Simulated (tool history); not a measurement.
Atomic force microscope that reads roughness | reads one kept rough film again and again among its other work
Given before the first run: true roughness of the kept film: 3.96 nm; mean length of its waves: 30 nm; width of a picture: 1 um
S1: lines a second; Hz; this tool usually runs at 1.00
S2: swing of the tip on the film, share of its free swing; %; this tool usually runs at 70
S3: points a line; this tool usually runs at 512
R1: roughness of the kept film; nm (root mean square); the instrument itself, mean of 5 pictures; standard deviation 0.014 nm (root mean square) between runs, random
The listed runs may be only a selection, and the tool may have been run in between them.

run 1 day=0.000 | S1=1.00 S2=70 S3=512 | R1=2.885
run 2 day=0.250 | S1=1.00 S2=70 S3=512 | R1=2.889
run 3 day=0.650 | S1=1.00 S2=70 S3=512 | R1=2.837
run 4 day=0.967 | S1=2.91 S2=70 S3=512 | R1=2.598
run 5 day=1.221 | S1=2.91 S2=70 S3=416 | R1=2.551
run 6 day=1.550 | S1=1.00 S2=70 S3=512 | R1=2.733
run 7 day=1.938 | S1=1.00 S2=58 S3=512 | R1=2.745
run 8 day=2.108 | S1=1.00 S2=58 S3=512 | R1=2.732
run 9 day=2.308 | S1=1.00 S2=58 S3=512 | R1=2.694
run 10 day=2.646 | S1=1.00 S2=70 S3=512 | R1=2.616
run 11 day=2.962 | S1=1.00 S2=70 S3=512 | R1=2.595
run 12 day=3.358 | S1=1.00 S2=70 S3=512 | R1=2.550
run 13 day=3.692 | S1=1.00 S2=70 S3=512 | R1=2.484
run 14 day=4.054 | S1=1.00 S2=70 S3=512 | R1=2.459
run 15 day=4.396 | S1=1.00 S2=70 S3=512 | R1=2.440
run 16 day=4.729 | S1=1.00 S2=70 S3=512 | R1=2.391
run 17 day=5.100 | S1=1.00 S2=70 S3=512 | R1=2.371
run 18 day=5.462 | S1=1.00 S2=70 S3=512 | R1=2.335
run 19 day=5.817 | S1=0.51 S2=70 S3=512 | R1=2.371
run 20 day=6.233 | S1=0.51 S2=70 S3=512 | R1=2.331
run 21 day=6.583 | S1=1.00 S2=70 S3=974 | R1=2.260
-- day=6.625 new tip fitted
run 22 day=6.838 | S1=1.72 S2=70 S3=512 | R1=3.091
run 23 day=7.138 | S1=0.98 S2=63 S3=512 | R1=3.155
run 24 day=7.400 | S1=0.66 S2=61 S3=397 | R1=3.146
run 25 day=7.642 | S1=0.53 S2=75 S3=441 | R1=3.089
run 26 day=7.933 | S1=0.53 S2=75 S3=441 | R1=3.031
run 27 day=8.171 | S1=1.73 S2=68 S3=512 | R1=2.908
run 28 day=8.442 | S1=1.73 S2=68 S3=512 | R1=2.878
run 29 day=8.625 | S1=0.54 S2=70 S3=512 | R1=2.977
run 30 day=8.896 | S1=0.54 S2=70 S3=289 | R1=2.894
run 31 day=9.092 | S1=0.57 S2=68 S3=289 | R1=2.888
run 32 day=9.383 | S1=1.05 S2=63 S3=331 | R1=2.831
run 33 day=9.717 | S1=0.61 S2=63 S3=1016 | R1=2.836
run 34 day=10.025 | S1=1.00 S2=73 S3=639 | R1=2.724
run 35 day=10.433 | S1=1.00 S2=73 S3=639 | R1=2.688
run 36 day=10.633 | S1=0.98 S2=61 S3=269 | R1=2.685

Forecast each of these 5 alternatives for the next run:
run A day=10.996 | S1=1.33 S2=63 S3=882 | R1=?
run B day=10.996 | S1=1.78 S2=60 S3=662 | R1=?
run C day=10.996 | S1=0.98 S2=56 S3=269 | R1=?
run D day=10.996 | S1=0.62 S2=58 S3=521 | R1=?
run E day=10.996 | S1=1.36 S2=68 S3=602 | R1=?

run=A R1=2.646
run=B R1=2.653
run=C R1=2.665
run=D R1=2.699
run=E R1=2.625
What these runs would have given with no unlogged condition in the tool:
run=A R1=3.234
run=B R1=3.243
run=C R1=3.257
run=D R1=3.301
run=E R1=3.210

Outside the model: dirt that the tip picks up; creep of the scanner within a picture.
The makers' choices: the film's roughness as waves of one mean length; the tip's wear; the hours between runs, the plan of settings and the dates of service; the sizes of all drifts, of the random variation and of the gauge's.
